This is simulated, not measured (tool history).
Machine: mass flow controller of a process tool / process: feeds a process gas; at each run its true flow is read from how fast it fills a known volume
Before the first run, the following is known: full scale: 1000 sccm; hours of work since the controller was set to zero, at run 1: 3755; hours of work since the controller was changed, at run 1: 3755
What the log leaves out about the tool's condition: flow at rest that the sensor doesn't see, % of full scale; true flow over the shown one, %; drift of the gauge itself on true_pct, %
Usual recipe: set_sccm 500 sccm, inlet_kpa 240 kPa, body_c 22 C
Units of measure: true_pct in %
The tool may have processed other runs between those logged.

run	hour	set_sccm	inlet_kpa	body_c	hours of work since the controller was set to zero	hours of work since the controller was changed	true_pct
1	0	500	240	22	3755	3755	98.54
2	169.4	500	240	22	3810	3810	98.51
3	411.3	500	240	22	3888	3888	98.34
4	607	500	240	22	3951	3951	98.23
5	917.2	500	240	22	4052	4052	97.99
6	1104.4	500	240	22	4112	4112	97.96
7	1360	500	240	22	4195	4195	97.87
8	1552.5	500	240	22	4257	4257	97.81
9	1758.5	500	240	22	4323	4323	97.78
10	2024.4	500	240	22	4409	4409	97.69
11	2323	815	240	22	4506	4506	98.58
12	2466.5	815	240	35	4552	4552	97.46
13	2654.3	815	240	35	4613	4613	97.27
14	2917.2	815	240	35	4698	4698	97.19
15	3083.4	500	240	31	4751	4751	96.53
16	3392.3	174	240	31	4851	4851	95.34
17	3711.1	500	240	20	4954	4954	97.09
18	3929.4	984	240	22	5025	5025	98.3
19	4174.6	984	240	29	5104	5104	97.59
20	4494.1	500	240	22	5207	5207	96.52
21	4622.5	500	240	22	5248	5248	96.44
22	4938.1	500	240	22	5350	5350	96.36
23	5078.1	500	240	36	5396	5396	95.2
# hour 5133.6: gauge calibrated
24	5262.8	338	240	36	5455	5455	96.84
25	5479.6	338	240	36	5525	5525	96.86
26	5665.7	338	240	36	5585	5585	96.74
27	5892.5	338	224	22	5659	5659	97.75
28	6110.6	430	224	23	5729	5729	97.83
29	6359.4	500	218	26	5809	5809	97.75
30	6513.6	142	152	33	5859	5859	96.23
31	6833.6	142	152	33	5963	5963	96.23
32	6973	714	152	31	6008	6008	98.05
33	7141.2	500	240	37	6062	6062	96.53
34	7416.5	500	240	37	6151	6151	96.33
35	7694.1	500	240	37	6241	6241	96.14
36	7828.2	194	240	22	6284	6284	96.42
37	8001.9	140	247	22	6340	6340	96.1
# hour 8220.8: controller exchanged for a calibrated one
38	8302.6	140	258	22	26	26	95.89
39	8435.4	212	240	22	69	69	96.19

What does the tool deliver on the next run?
40	8617.5	174	181	38	128	128	?

For run 40 the tool returned true_pct 94.96 %.
Minus the tool's unlogged condition, the same run would have read true_pct 96.47 %.
